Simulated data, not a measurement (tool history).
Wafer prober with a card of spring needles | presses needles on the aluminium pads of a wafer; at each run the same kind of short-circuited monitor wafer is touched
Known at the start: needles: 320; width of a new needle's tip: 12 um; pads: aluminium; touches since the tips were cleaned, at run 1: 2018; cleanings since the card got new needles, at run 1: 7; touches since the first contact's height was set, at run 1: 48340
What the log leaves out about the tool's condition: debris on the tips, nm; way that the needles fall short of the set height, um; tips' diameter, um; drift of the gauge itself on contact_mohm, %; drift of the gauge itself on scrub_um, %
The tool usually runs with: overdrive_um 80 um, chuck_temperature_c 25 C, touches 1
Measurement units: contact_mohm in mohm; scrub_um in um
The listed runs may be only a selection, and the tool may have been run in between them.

run	hour	overdrive_um	chuck_temperature_c	touches	touches since the tips were cleaned	cleanings since the card got new needles	touches since the first contact's height was set	contact_mohm	scrub_um
1	0	80	25	1	2018	7	48340	182	17.67
# hour 27.2: tips cleaned on abrasive film
2	47.4	80	25	1	3533	8	56617	185	17.62
# hour 66.9: tips cleaned on abrasive film
# hour 106.2: tips cleaned on abrasive film
3	134.1	80	25	1	4883	10	71737	185	17.66
# hour 148: tips cleaned on abrasive film
# hour 187: tips cleaned on abrasive film
4	198.1	82	25	1	1947	12	82897	183	18.08
# hour 230.4: tips cleaned on abrasive film
5	260.4	82	25	1	5256	13	93770	183	18.07
# hour 270: tips cleaned on abrasive film
# hour 307.9: tips cleaned on abrasive film
6	330.9	82	25	1	4021	15	106066	182	18.15
# hour 346.3: tips cleaned on abrasive film
7	376	69	25	1	5190	16	113923	186	15.22
# hour 384.7: tips cleaned on abrasive film
# hour 405.2: height of the first contact set anew
# hour 424.5: tips cleaned on abrasive film
8	430.9	69	25	1	1132	18	4486	180	15.27
# hour 466.7: tips cleaned on abrasive film
# hour 506.1: tips cleaned on abrasive film
9	519.2	69	25	1	2292	20	19883	182	15.41
# hour 545.7: tips cleaned on abrasive film
# hour 584.8: tips cleaned on abrasive film
10	602.6	69	25	1	3121	22	34441	183	15.37
# hour 625.1: tips cleaned on abrasive film
11	662.4	69	25	1	6521	23	44864	181	15.35
# hour 668.6: tips cleaned on abrasive film
# hour 708.3: tips cleaned on abrasive film
12	712.4	69	25	1	714	25	53578	184	15.35
# hour 747.4: tips cleaned on abrasive film
13	754	69	25	1	1171	26	60845	182	15.23
# hour 786.4: tips cleaned on abrasive film
14	795.1	69	25	1	1518	27	68000	184	15.38
# hour 828.1: tips cleaned on abrasive film
# hour 868.3: tips cleaned on abrasive film
15	885.7	69	25	1	3040	29	83811	183	15.3
# hour 911.9: tips cleaned on abrasive film
16	945.5	77	25	1	5882	30	94251	181	17.07
# hour 950.3: tips cleaned on abrasive film
# hour 989.6: tips cleaned on abrasive film
17	996.5	80	67	1	1202	32	103136	191	17.78
# hour 1029.2: tips cleaned on abrasive film
18	1038.7	73	48	1	1668	33	110499	190	16.23
# hour 1070: tips cleaned on abrasive film
# hour 1086.4: height of the first contact set anew
19	1102.1	73	48	1	5560	34	2753	190	16.22
# hour 1115.6: tips cleaned on abrasive film
# hour 1157.3: tips cleaned on abrasive film
20	1187.4	86	36	2	5264	36	17636	183	19.13
# hour 1197.7: tips cleaned on abrasive film
# hour 1237.6: tips cleaned on abrasive film
21	1252.1	86	36	2	2540	38	28919	185	19.25
# hour 1279.1: tips cleaned on abrasive film
22	1315	95	29	1	6287	39	39897	180	21.15
# hour 1321.5: tips cleaned on abrasive film
# hour 1359.4: tips cleaned on abrasive film
23	1359.4	95	49	1	0	41	47615	185	21.28
# hour 1400.3: tips cleaned on abrasive film
# hour 1412.6: gauge calibrated
24	1437.3	72	25	3	6473	42	61233	183	15.9
# hour 1443.1: tips cleaned on abrasive film
# hour 1488.3: tips cleaned on abrasive film
25	1522.2	72	25	3	5928	44	76042	183	15.87
# hour 1529.9: tips cleaned on abrasive film
# hour 1568.6: tips cleaned on abrasive film
26	1570.5	72	25	3	319	46	84438	181	15.84
# hour 1606.5: tips cleaned on abrasive film
27	1642	72	25	3	6208	47	96928	179	15.9
# hour 1645.9: tips cleaned on abrasive film
# hour 1685.2: tips cleaned on abrasive film
28	1719.6	80	32	3	6015	49	110473	184	17.58
# hour 1728.2: tips cleaned on abrasive film
# hour 1765.1: height of the first contact set anew
29	1765.1	80	32	3	6397	50	0	183	17.65
# hour 1771.2: tips cleaned on abrasive film
# hour 1810.8: tips cleaned on abrasive film
30	1831.5	62	25	1	3608	52	11563	186	13.7

Consider 4 possible next runs. They are alternatives, not a sequence: every one starts from the tool as it was left by run 30. What does each give?
# hour 1853.1: tips cleaned on abrasive film
# hour 1895.1: tips cleaned on abrasive film
A	1924.4	80	45	1	5112	54	27775	?	?
# hour 1853.1: tips cleaned on abrasive film
# hour 1895.1: tips cleaned on abrasive film
B	1924.4	89	35	1	5112	54	27775	?	?
# hour 1853.1: tips cleaned on abrasive film
# hour 1895.1: tips cleaned on abrasive film
C	1924.4	76	52	1	5112	54	27775	?	?
# hour 1853.1: tips cleaned on abrasive film
# hour 1895.1: tips cleaned on abrasive film
D	1924.4	90	25	1	5112	54	27775	?	?

run	contact_mohm	scrub_um
A	190	17.71
B	184	19.75
C	192	16.86
D	181	19.91
Take away the tool's hidden state, keep each run's random variation, and the runs would have read:
run	contact_mohm	scrub_um
A	190	17.6
B	184	19.63
C	192	16.76
D	181	19.8
